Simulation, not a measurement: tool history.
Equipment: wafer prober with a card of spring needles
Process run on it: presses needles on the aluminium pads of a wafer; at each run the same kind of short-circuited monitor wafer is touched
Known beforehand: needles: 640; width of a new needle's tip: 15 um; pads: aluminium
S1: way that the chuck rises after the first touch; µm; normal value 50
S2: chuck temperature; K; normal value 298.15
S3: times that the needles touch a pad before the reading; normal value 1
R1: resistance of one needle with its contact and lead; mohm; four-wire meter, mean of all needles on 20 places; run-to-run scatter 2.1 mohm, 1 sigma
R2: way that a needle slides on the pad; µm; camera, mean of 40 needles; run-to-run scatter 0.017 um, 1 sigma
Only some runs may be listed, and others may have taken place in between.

run	day	S1	S2	S3	R1	R2
1	0	50	298.15	1	273	9.47
# day 0.288: tips cleaned on abrasive film
# day 1.008: tips cleaned on abrasive film
2	1.362	61	298.15	1	265	11.53
# day 1.717: tips cleaned on abrasive film
3	1.929	61	298.15	1	258	11.49
# day 2.417: tips cleaned on abrasive film
4	3.021	50	298.15	1	294	9.4
# day 3.088: tips cleaned on abrasive film
5	3.588	50	298.15	1	290	9.36
# day 3.808: tips cleaned on abrasive film
# day 4.446: tips cleaned on abrasive film
6	4.604	50	313.15	1	273	9.31
# day 5.179: tips cleaned on abrasive film
7	5.767	68	298.15	1	263	12.7
# day 5.875: tips cleaned on abrasive film
# day 6.592: tips cleaned on abrasive film
8	7.079	68	298.15	1	264	12.64
# day 7.325: tips cleaned on abrasive film, once more
# day 7.954: tips cleaned on abrasive film
# day 7.967: height of the first contact set anew
9	8.329	68	298.15	1	262	12.94
# day 8.679: tips cleaned on abrasive film
# day 9.329: tips cleaned on abrasive film
10	9.512	68	354.15	1	265	12.92
# day 10: tips cleaned on abrasive film
# day 10.675: tips cleaned on abrasive film
11	10.854	50	298.15	1	276	9.38
# day 11.404: tips cleaned on abrasive film
12	11.658	50	298.15	1	280	9.4
# day 12.125: tips cleaned on abrasive film
# day 12.775: tips cleaned on abrasive film
13	12.975	50	298.15	3	251	9.34
# day 13.454: tips cleaned on abrasive film
14	13.775	50	362.15	3	269	9.33
# day 14.142: tips cleaned on abrasive film
15	14.558	50	362.15	3	267	9.28
# day 14.804: tips cleaned on abrasive film
16	15.25	50	362.15	3	272	9.3
# day 15.475: tips cleaned on abrasive film
# day 16.171: tips cleaned on abrasive film
17	16.421	50	365.15	3	268	9.27
# day 16.8: tips cleaned on abrasive film
# day 17.438: tips cleaned on abrasive film
# day 17.45: height of the first contact set anew
18	17.508	33	392.15	1	309	6.28
# day 18.096: tips cleaned on abrasive film
19	18.262	33	392.15	1	343	6.26
# day 18.738: tips cleaned on abrasive film
20	19.275	33	392.15	1	383	6.24
# day 19.4: tips cleaned on abrasive film
# day 20.112: tips cleaned on abrasive film
21	20.192	33	392.15	1	315	6.18
# day 20.792: tips cleaned on abrasive film
22	20.912	33	392.15	1	331	6.18
# day 21.433: tips cleaned on abrasive film
23	21.542	50	317.15	2	261	9.39
# day 22.071: tips cleaned on abrasive film
24	22.379	50	342.15	1	299	9.37
# day 22.704: tips cleaned on abrasive film
25	22.954	50	337.15	2	276	9.35

What does the tool deliver on the next run?
# day 23.392: tips cleaned on abrasive film
# day 24.042: tips cleaned on abrasive film
26	24.192	38	337.15	2	?	?

Run 26 produced R1 287 mohm, R2 6.99 µm.
If the tool had no hidden condition, the same run with the same run-to-run variation would have returned R1 247 mohm, R2 7.19 µm.

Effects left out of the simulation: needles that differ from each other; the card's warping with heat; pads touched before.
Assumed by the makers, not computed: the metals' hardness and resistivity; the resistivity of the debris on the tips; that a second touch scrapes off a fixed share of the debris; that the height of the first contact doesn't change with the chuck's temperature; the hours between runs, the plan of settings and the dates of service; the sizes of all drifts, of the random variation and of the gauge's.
